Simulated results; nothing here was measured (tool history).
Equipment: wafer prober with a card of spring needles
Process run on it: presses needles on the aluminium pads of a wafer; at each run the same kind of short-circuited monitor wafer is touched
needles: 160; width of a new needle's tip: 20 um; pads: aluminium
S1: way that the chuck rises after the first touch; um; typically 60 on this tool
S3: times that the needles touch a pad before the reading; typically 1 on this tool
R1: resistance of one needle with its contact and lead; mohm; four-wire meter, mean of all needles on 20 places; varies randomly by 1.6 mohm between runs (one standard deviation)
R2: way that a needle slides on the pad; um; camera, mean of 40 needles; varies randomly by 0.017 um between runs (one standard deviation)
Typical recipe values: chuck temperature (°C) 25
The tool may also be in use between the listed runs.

{"run": 1, "hour": 0.0, "S1": 60, "chuck temperature (°C)": 25, "S3": 1, "R1": 161, "R2": 7.86}
{"run": 2, "hour": 35.8, "S1": 60, "chuck temperature (°C)": 25, "S3": 1, "R1": 164, "R2": 8.1}
{"run": 3, "hour": 55.0, "S1": 60, "chuck temperature (°C)": 25, "S3": 1, "R1": 157, "R2": 8.13}
{"run": 4, "hour": 87.9, "S1": 60, "chuck temperature (°C)": 25, "S3": 1, "R1": 164, "R2": 8.09}
{"run": 5, "hour": 104.6, "S1": 60, "chuck temperature (°C)": 25, "S3": 1, "R1": 176, "R2": 8.07}
{"run": 6, "hour": 132.1, "S1": 60, "chuck temperature (°C)": 25, "S3": 1, "R1": 172, "R2": 8.06}
{"run": 7, "hour": 159.2, "S1": 60, "chuck temperature (°C)": 25, "S3": 1, "R1": 186, "R2": 8.04}
{"run": 8, "hour": 186.3, "S1": 60, "chuck temperature (°C)": 25, "S3": 1, "R1": 166, "R2": 8.02}
{"run": 9, "hour": 201.2, "S1": 60, "chuck temperature (°C)": 25, "S3": 1, "R1": 176, "R2": 7.98}
{"run": 10, "hour": 221.9, "S1": 60, "chuck temperature (°C)": 25, "S3": 1, "R1": 174, "R2": 7.98}
{"run": 11, "hour": 252.7, "S1": 60, "chuck temperature (°C)": 25, "S3": 1, "R1": 167, "R2": 7.96}
{"run": 12, "hour": 282.0, "S1": 60, "chuck temperature (°C)": 25, "S3": 1, "R1": 184, "R2": 7.95}
{"run": 13, "hour": 306.7, "S1": 60, "chuck temperature (°C)": 25, "S3": 1, "R1": 160, "R2": 7.88}
{"run": 14, "hour": 321.9, "S1": 64, "chuck temperature (°C)": 25, "S3": 1, "R1": 172, "R2": 8.43}
{"run": 15, "hour": 338.7, "S1": 64, "chuck temperature (°C)": 25, "S3": 1, "R1": 162, "R2": 8.44}
{"run": 16, "hour": 356.1, "S1": 60, "chuck temperature (°C)": 44, "S3": 2, "R1": 174, "R2": 7.87}
{"run": 17, "hour": 374.7, "S1": 46, "chuck temperature (°C)": 33, "S3": 1, "R1": 187, "R2": 5.97}
{"run": 18, "hour": 397.2, "S1": 57, "chuck temperature (°C)": 38, "S3": 1, "R1": 178, "R2": 7.72}
{"run": 19, "hour": 413.9, "S1": 57, "chuck temperature (°C)": 38, "S3": 2, "R1": 181, "R2": 7.7}
{"run": 20, "hour": 444.4, "S1": 51, "chuck temperature (°C)": 78, "S3": 2, "R1": 179, "R2": 6.9}
{"run": 21, "hour": 462.0, "S1": 51, "chuck temperature (°C)": 78, "S3": 2, "R1": 177, "R2": 6.86}
{"run": 22, "hour": 497.4, "S1": 51, "chuck temperature (°C)": 53, "S3": 1, "R1": 187, "R2": 6.82}
{"run": 23, "hour": 529.1, "S1": 60, "chuck temperature (°C)": 25, "S3": 2, "R1": 170, "R2": 8.0}
{"run": 24, "hour": 563.7, "S1": 60, "chuck temperature (°C)": 30, "S3": 3, "R1": 166, "R2": 7.99}
{"run": 25, "hour": 593.1, "S1": 60, "chuck temperature (°C)": 103, "S3": 3, "R1": 179, "R2": 7.99}

Removed from this log: 56 entries logged between the listed runs. Between which two listed runs does each belong, and how does the tool's hidden state at the listed run before it compare with that at the listed run after it?
In the gap between runs 1 and 2: tips cleaned on abrasive film (hour 9.8); tips cleaned on abrasive film (hour 21.2); height of the first contact set anew (hour 30.8); tips cleaned on abrasive film (hour 33.3)
  debris on the tips, nm: 4.2 -> 27.2; way that the needles fall short of the set height, um: 1.95 -> 0.05; tips' diameter, um: 22.9 -> 22.95
  difference, measured minus the result without the unlogged condition, R1: +4 -> +9 mohm; R2: -0.26 -> -0.01 um
In the gap between runs 2 and 3: tips cleaned on abrasive film (hour 44.6); tips cleaned on abrasive film (hour 55.0)
  debris on the tips, nm: 27.2 -> 3.7; way that the needles fall short of the set height, um: 0.05 -> 0.15; tips' diameter, um: 22.95 -> 22.99
  difference, measured minus the result without the unlogged condition, R1: +9 -> +2 mohm; R2: -0.01 -> -0.02 um
In the gap between runs 3 and 4: tips cleaned on abrasive film (hour 65.3); tips cleaned on abrasive film (hour 76.1); tips cleaned on abrasive film (hour 85.9)
  debris on the tips, nm: 3.7 -> 25.1; way that the needles fall short of the set height, um: 0.15 -> 0.34; tips' diameter, um: 22.99 -> 23.06
  difference, measured minus the result without the unlogged condition, R1: +2 -> +10 mohm; R2: -0.02 -> -0.05 um
In the gap between runs 4 and 5: tips cleaned on abrasive film (hour 97.7)
  debris on the tips, nm: 25.1 -> 60.8; way that the needles fall short of the set height, um: 0.34 -> 0.42; tips' diameter, um: 23.06 -> 23.08
  difference, measured minus the result without the unlogged condition, R1: +10 -> +21 mohm; R2: -0.05 -> -0.06 um
In the gap between runs 5 and 6: tips cleaned on abrasive film (hour 109.5); tips cleaned on abrasive film (hour 119.3); tips cleaned on abrasive film (hour 129.2)
  debris on the tips, nm: 60.8 -> 40.2; way that the needles fall short of the set height, um: 0.42 -> 0.58; tips' diameter, um: 23.08 -> 23.14
  difference, measured minus the result without the unlogged condition, R1: +21 -> +15 mohm; R2: -0.06 -> -0.08 um
In the gap between runs 6 and 7: tips cleaned on abrasive film (hour 139.4); tips cleaned on abrasive film (hour 150.8)
  debris on the tips, nm: 40.2 -> 77.8; way that the needles fall short of the set height, um: 0.58 -> 0.7; tips' diameter, um: 23.14 -> 23.18
  difference, measured minus the result without the unlogged condition, R1: +15 -> +27 mohm; R2: -0.08 -> -0.09 um
In the gap between runs 7 and 8: tips cleaned on abrasive film (hour 161.7); tips cleaned on abrasive film (hour 173.2); tips cleaned on abrasive film (hour 184.3)
  debris on the tips, nm: 77.8 -> 28.5; way that the needles fall short of the set height, um: 0.7 -> 0.86; tips' diameter, um: 23.18 -> 23.24
  difference, measured minus the result without the unlogged condition, R1: +27 -> +11 mohm; R2: -0.09 -> -0.11 um
In the gap between runs 8 and 9: tips cleaned on abrasive film (hour 194.8)
  debris on the tips, nm: 28.5 -> 61.7; way that the needles fall short of the set height, um: 0.86 -> 0.93; tips' diameter, um: 23.24 -> 23.26
  difference, measured minus the result without the unlogged condition, R1: +11 -> +22 mohm; R2: -0.11 -> -0.13 um
In the gap between runs 9 and 10: tips cleaned on abrasive film (hour 205.7); tips cleaned on abrasive film (hour 216.8)
  debris on the tips, nm: 61.7 -> 51.7; way that the needles fall short of the set height, um: 0.93 -> 1.03; tips' diameter, um: 23.26 -> 23.3
  difference, measured minus the result without the unlogged condition, R1: +22 -> +19 mohm; R2: -0.13 -> -0.14 um
In the gap between runs 10 and 11: tips cleaned on abrasive film (hour 228.8); tips cleaned on abrasive film (hour 239.7); tips cleaned on abrasive film (hour 251.4)
  debris on the tips, nm: 51.7 -> 19.7; way that the needles fall short of the set height, um: 1.03 -> 1.21; tips' diameter, um: 23.3 -> 23.36
  difference, measured minus the result without the unlogged condition, R1: +19 -> +9 mohm; R2: -0.14 -> -0.17 um
In the gap between runs 11 and 12: tips cleaned on abrasive film (hour 262.5); tips cleaned on abrasive film (hour 273.8)
  debris on the tips, nm: 19.7 -> 75; way that the needles fall short of the set height, um: 1.21 -> 1.34; tips' diameter, um: 23.36 -> 23.41
  difference, measured minus the result without the unlogged condition, R1: +9 -> +27 mohm; R2: -0.17 -> -0.18 um
In the gap between runs 12 and 13: tips cleaned on abrasive film (hour 284.0); tips cleaned on abrasive film (hour 295.9); tips cleaned on abrasive film (hour 306.5)
  debris on the tips, nm: 75 -> 11.8; way that the needles fall short of the set height, um: 1.34 -> 1.55; tips' diameter, um: 23.41 -> 23.48
  difference, measured minus the result without the unlogged condition, R1: +27 -> +6 mohm; R2: -0.18 -> -0.21 um
In the gap between runs 13 and 14: tips cleaned on abrasive film (hour 316.9)
  debris on the tips, nm: 11.8 -> 55.7; way that the needles fall short of the set height, um: 1.55 -> 1.61; tips' diameter, um: 23.48 -> 23.5
  difference, measured minus the result without the unlogged condition, R1: +6 -> +18 mohm; R2: -0.21 -> -0.21 um
In the gap between runs 14 and 15: tips cleaned on abrasive film (hour 326.8); tips cleaned on abrasive film (hour 337.7)
  debris on the tips, nm: 55.7 -> 15.9; way that the needles fall short of the set height, um: 1.61 -> 1.73; tips' diameter, um: 23.5 -> 23.54
  difference, measured minus the result without the unlogged condition, R1: +18 -> +7 mohm; R2: -0.21 -> -0.24 um
In the gap between runs 15 and 16: tips cleaned on abrasive film (hour 349.2)
  debris on the tips, nm: 15.9 -> 64.8; way that the needles fall short of the set height, um: 1.73 -> 1.78; tips' diameter, um: 23.54 -> 23.56
  difference, measured minus the result without the unlogged condition, R1: +7 -> +15 mohm; R2: -0.24 -> -0.25 um
In the gap between runs 16 and 17: tips cleaned on abrasive film (hour 359.6); tips cleaned on abrasive film (hour 370.7)
  debris on the tips, nm: 64.8 -> 39; way that the needles fall short of the set height, um: 1.78 -> 1.89; tips' diameter, um: 23.56 -> 23.6
  difference, measured minus the result without the unlogged condition, R1: +15 -> +25 mohm; R2: -0.25 -> -0.26 um
In the gap between runs 17 and 18: tips cleaned on abrasive film (hour 381.9); tips cleaned on abrasive film (hour 392.3); height of the first contact set anew (hour 392.6)
  debris on the tips, nm: 39 -> 45.5; way that the needles fall short of the set height, um: 1.89 -> 0; tips' diameter, um: 23.6 -> 23.63
  difference, measured minus the result without the unlogged condition, R1: +25 -> +18 mohm; R2: -0.26 -> +0.00 um
In the gap between runs 18 and 19: tips cleaned on abrasive film (hour 404.3)
  debris on the tips, nm: 45.5 -> 83.6; way that the needles fall short of the set height, um: 0 -> 0.08; tips' diameter, um: 23.63 -> 23.66
  difference, measured minus the result without the unlogged condition, R1: +18 -> +20 mohm; R2: +0.00 -> -0.01 um
In the gap between runs 19 and 20: tips cleaned on abrasive film (hour 416.4); tips cleaned on abrasive film (hour 427.4); tips cleaned on abrasive film (hour 439.4)
  debris on the tips, nm: 83.6 -> 53.6; way that the needles fall short of the set height, um: 0.08 -> 0.28; tips' diameter, um: 23.66 -> 23.73
  difference, measured minus the result without the unlogged condition, R1: +20 -> +15 mohm; R2: -0.01 -> -0.04 um
In the gap between runs 20 and 21: tips cleaned on abrasive film (hour 449.1); tips cleaned on abrasive film (hour 459.5)
  debris on the tips, nm: 53.6 -> 28.3; way that the needles fall short of the set height, um: 0.28 -> 0.41; tips' diameter, um: 23.73 -> 23.78
  difference, measured minus the result without the unlogged condition, R1: +15 -> +10 mohm; R2: -0.04 -> -0.06 um
In the gap between runs 21 and 22: tips cleaned on abrasive film (hour 470.8); tips cleaned on abrasive film (hour 481.2); tips cleaned on abrasive film (hour 492.1)
  debris on the tips, nm: 28.3 -> 53.7; way that the needles fall short of the set height, um: 0.41 -> 0.59; tips' diameter, um: 23.78 -> 23.84
  difference, measured minus the result without the unlogged condition, R1: +10 -> +26 mohm; R2: -0.06 -> -0.08 um
In the gap between runs 22 and 23: tips cleaned on abrasive film (hour 502.3); tips cleaned on abrasive film (hour 514.5); tips cleaned on abrasive film (hour 524.7)
  debris on the tips, nm: 53.7 -> 49.2; way that the needles fall short of the set height, um: 0.59 -> 0.77; tips' diameter, um: 23.84 -> 23.9
  difference, measured minus the result without the unlogged condition, R1: +26 -> +12 mohm; R2: -0.08 -> -0.10 um
In the gap between runs 23 and 24: tips cleaned on abrasive film (hour 535.6); tips cleaned on abrasive film (hour 546.7); tips cleaned on abrasive film (hour 558.0)
  debris on the tips, nm: 49.2 -> 59.9; way that the needles fall short of the set height, um: 0.77 -> 0.97; tips' diameter, um: 23.9 -> 23.97
  difference, measured minus the result without the unlogged condition, R1: +12 -> +10 mohm; R2: -0.10 -> -0.13 um
In the gap between runs 24 and 25: tips cleaned on abrasive film (hour 567.8); tips cleaned on abrasive film (hour 577.6); tips cleaned on abrasive film (hour 588.4)
  debris on the tips, nm: 59.9 -> 50; way that the needles fall short of the set height, um: 0.97 -> 1.16; tips' diameter, um: 23.97 -> 24.04
  difference, measured minus the result without the unlogged condition, R1: +10 -> +8 mohm; R2: -0.13 -> -0.16 um
